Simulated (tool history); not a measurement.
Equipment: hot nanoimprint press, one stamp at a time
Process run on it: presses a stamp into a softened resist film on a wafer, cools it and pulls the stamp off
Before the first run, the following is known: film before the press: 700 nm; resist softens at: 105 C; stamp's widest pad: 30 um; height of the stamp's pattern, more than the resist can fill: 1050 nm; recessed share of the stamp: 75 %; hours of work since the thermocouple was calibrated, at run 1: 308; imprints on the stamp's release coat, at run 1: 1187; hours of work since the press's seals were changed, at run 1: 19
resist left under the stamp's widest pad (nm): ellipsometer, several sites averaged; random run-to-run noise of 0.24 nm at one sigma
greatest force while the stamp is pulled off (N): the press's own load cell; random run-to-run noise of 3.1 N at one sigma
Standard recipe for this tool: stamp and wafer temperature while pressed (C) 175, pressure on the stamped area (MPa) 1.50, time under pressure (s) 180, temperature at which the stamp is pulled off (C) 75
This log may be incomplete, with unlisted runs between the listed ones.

run,hour,stamp and wafer temperature while pressed (C),pressure on the stamped area (MPa),time under pressure (s),temperature at which the stamp is pulled off (C),hours of work since the thermocouple was calibrated,imprints on the stamp's release coat,hours of work since the press's seals were changed,resist left under the stamp's widest pad (nm),greatest force while the stamp is pulled off (N)
1,0.0,175,1.50,180,75,308,1187,19,344.7,194
2,9.8,175,1.50,180,75,314,1231,24,344.9,191
3,23.6,175,1.50,180,75,322,1291,33,344.7,196
4,40.5,175,1.50,180,75,333,1366,43,344.6,200
5,54.2,175,1.50,180,75,341,1426,51,344.6,202
6,67.8,175,1.50,180,75,349,1486,59,344.3,204
# hour 74.4: plate thermocouple calibrated
7,88.0,175,1.50,180,75,8,1562,70,358.0,212
8,106.1,175,1.50,180,75,19,1642,81,357.8,224
9,116.4,175,1.50,180,75,25,1687,87,357.9,213
10,125.7,175,1.50,180,75,31,1728,92,357.9,214
11,135.2,175,1.50,180,75,37,1770,98,357.4,214
12,154.7,175,1.50,180,75,48,1856,110,357.4,223
13,166.0,175,1.50,100,75,55,1906,117,434.6,224
14,180.8,175,1.50,100,75,64,1971,126,434.2,223
# hour 198.8: stamp cleaned and given a new release coat
15,205.3,175,1.50,100,75,75,29,137,434.6,146
16,213.4,168,1.50,146,78,80,64,142,513.3,141
17,230.8,185,1.27,180,76,91,141,152,227.6,148
18,239.6,185,1.27,180,76,96,180,157,227.6,154
19,248.6,175,1.50,180,61,101,220,163,356.3,201
20,261.8,179,1.50,253,61,109,278,171,251.8,202
21,273.7,182,1.74,263,61,116,330,178,195.3,213
22,284.4,182,1.74,263,61,123,378,184,195.3,208
23,298.4,175,1.50,131,71,131,439,193,398.1,169
24,315.2,175,0.91,180,75,141,513,203,424.9,171
25,323.8,169,1.50,180,75,147,551,208,467.8,171
26,332.6,175,1.42,180,75,152,590,213,362.7,170
27,350.9,181,2.01,180,75,163,671,224,228.2,173

Run 28 comes next. What will it give?
28,365.9,175,1.24,180,73,172,737,234,?,?

Run 28 came out at resist left under the stamp's widest pad (nm) 381.3, greatest force while the stamp is pulled off (N) 177.
On a tool with no hidden condition, and with the same random variation, this run would have come out at resist left under the stamp's widest pad (nm) 381.7, greatest force while the stamp is pulled off (N) 150.

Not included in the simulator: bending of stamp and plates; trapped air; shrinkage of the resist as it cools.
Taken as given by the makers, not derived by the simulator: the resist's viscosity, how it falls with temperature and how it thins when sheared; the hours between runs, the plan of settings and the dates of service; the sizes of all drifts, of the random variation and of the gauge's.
